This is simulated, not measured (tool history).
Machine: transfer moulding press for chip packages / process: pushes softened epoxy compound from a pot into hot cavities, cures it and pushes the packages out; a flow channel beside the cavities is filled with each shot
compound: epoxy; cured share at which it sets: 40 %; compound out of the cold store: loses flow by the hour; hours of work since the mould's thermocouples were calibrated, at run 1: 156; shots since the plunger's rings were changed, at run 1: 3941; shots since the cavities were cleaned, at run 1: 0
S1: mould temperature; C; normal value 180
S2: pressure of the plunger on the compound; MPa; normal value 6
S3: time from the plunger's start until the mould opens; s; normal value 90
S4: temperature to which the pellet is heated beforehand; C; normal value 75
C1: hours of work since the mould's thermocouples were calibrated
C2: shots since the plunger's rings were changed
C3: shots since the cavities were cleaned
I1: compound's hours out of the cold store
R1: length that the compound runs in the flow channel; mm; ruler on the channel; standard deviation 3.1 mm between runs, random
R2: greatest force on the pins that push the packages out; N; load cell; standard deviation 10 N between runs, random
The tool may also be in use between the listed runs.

run 1 hour=0 | S1=180 S2=6 S3=90 S4=75 | C1=156 C2=3941 C3=0 | I1=40.6 | R1=703 R2=429
run 2 hour=8.5 | S1=180 S2=6 S3=90 S4=75 | C1=162 C2=4071 C3=130 | I1=16.2 | R1=783 R2=567
run 3 hour=16.7 | S1=180 S2=6 S3=90 S4=78 | C1=168 C2=4198 C3=257 | I1=15.7 | R1=785 R2=624
run 4 hour=25.8 | S1=187 S2=6 S3=90 S4=78 | C1=175 C2=4338 C3=397 | I1=33.4 | R1=691 R2=589
run 5 hour=31.5 | S1=180 S2=6 S3=90 S4=75 | C1=179 C2=4426 C3=485 | I1=15.3 | R1=784 R2=713
run 6 hour=42.3 | S1=180 S2=7.05 S3=90 S4=75 | C1=187 C2=4592 C3=651 | I1=30.8 | R1=788 R2=743
-- hour=47.3 cavities cleaned with cleaning compound and waxed
run 7 hour=51.7 | S1=180 S2=6 S3=99 S4=75 | C1=193 C2=4714 C3=68 | I1=38.8 | R1=700 R2=442
-- hour=56.5 plunger's sealing rings changed
run 8 hour=65.2 | S1=180 S2=6 S3=99 S4=75 | C1=201 C2=133 C3=237 | I1=36.1 | R1=746 R2=553
run 9 hour=70.5 | S1=180 S2=4.99 S3=90 S4=75 | C1=205 C2=215 C3=319 | I1=21.4 | R1=725 R2=651
run 10 hour=79.7 | S1=180 S2=6.93 S3=90 S4=75 | C1=212 C2=356 C3=460 | I1=23.7 | R1=847 R2=685
run 11 hour=87.8 | S1=180 S2=6.93 S3=90 S4=75 | C1=218 C2=482 C3=586 | I1=16.7 | R1=871 R2=754
run 12 hour=95.1 | S1=184 S2=6 S3=90 S4=80 | C1=223 C2=593 C3=697 | I1=28.2 | R1=751 R2=668
-- hour=97.2 cavities cleaned with cleaning compound and waxed
run 13 hour=106.9 | S1=183 S2=6 S3=79 S4=75 | C1=231 C2=752 C3=150 | I1=19 | R1=789 R2=595
run 14 hour=113.8 | S1=183 S2=5.73 S3=109 S4=75 | C1=236 C2=859 C3=257 | I1=22.2 | R1=759 R2=504
run 15 hour=121.7 | S1=183 S2=5.73 S3=109 S4=75 | C1=242 C2=981 C3=379 | I1=12.1 | R1=796 R2=546
run 16 hour=130.7 | S1=183 S2=5.73 S3=109 S4=75 | C1=248 C2=1119 C3=517 | I1=46.2 | R1=677 R2=597
run 17 hour=140.5 | S1=181 S2=4.75 S3=104 S4=75 | C1=256 C2=1269 C3=667 | I1=10.3 | R1=740 R2=668
-- hour=144.5 cavities cleaned with cleaning compound and waxed
run 18 hour=151.2 | S1=181 S2=4.75 S3=104 S4=75 | C1=263 C2=1412 C3=104 | I1=43.5 | R1=622 R2=461
run 19 hour=161.7 | S1=183 S2=5.18 S3=85 S4=85 | C1=270 C2=1573 C3=265 | I1=36.9 | R1=665 R2=583
run 20 hour=170.2 | S1=183 S2=5.18 S3=85 S4=85 | C1=277 C2=1704 C3=396 | I1=38.8 | R1=656 R2=610
run 21 hour=178.1 | S1=183 S2=5.18 S3=85 S4=85 | C1=282 C2=1825 C3=517 | I1=35.7 | R1=669 R2=665
run 22 hour=183.2 | S1=180 S2=5.94 S3=90 S4=75 | C1=286 C2=1904 C3=596 | I1=38.9 | R1=716 R2=757

Below are 3 alternative next runs, each starting from the tool's condition after run 22. Predict each:
run A hour=188.8 | S1=180 S2=4.7 S3=90 S4=66 | C1=290 C2=1991 C3=683 | I1=43.2 | R1=? R2=?
run B hour=188.8 | S1=180 S2=7.22 S3=90 S4=72 | C1=290 C2=1991 C3=683 | I1=16.1 | R1=? R2=?
run C hour=188.8 | S1=180 S2=6.06 S3=111 S4=69 | C1=290 C2=1991 C3=683 | I1=22.7 | R1=? R2=?

run=A R1=624 R2=766
run=B R1=881 R2=755
run=C R1=777 R2=655
Without the tool's unlogged condition, the same runs would have read:
run=A R1=644 R2=451
run=B R1=909 R2=449
run=C R1=802 R2=379

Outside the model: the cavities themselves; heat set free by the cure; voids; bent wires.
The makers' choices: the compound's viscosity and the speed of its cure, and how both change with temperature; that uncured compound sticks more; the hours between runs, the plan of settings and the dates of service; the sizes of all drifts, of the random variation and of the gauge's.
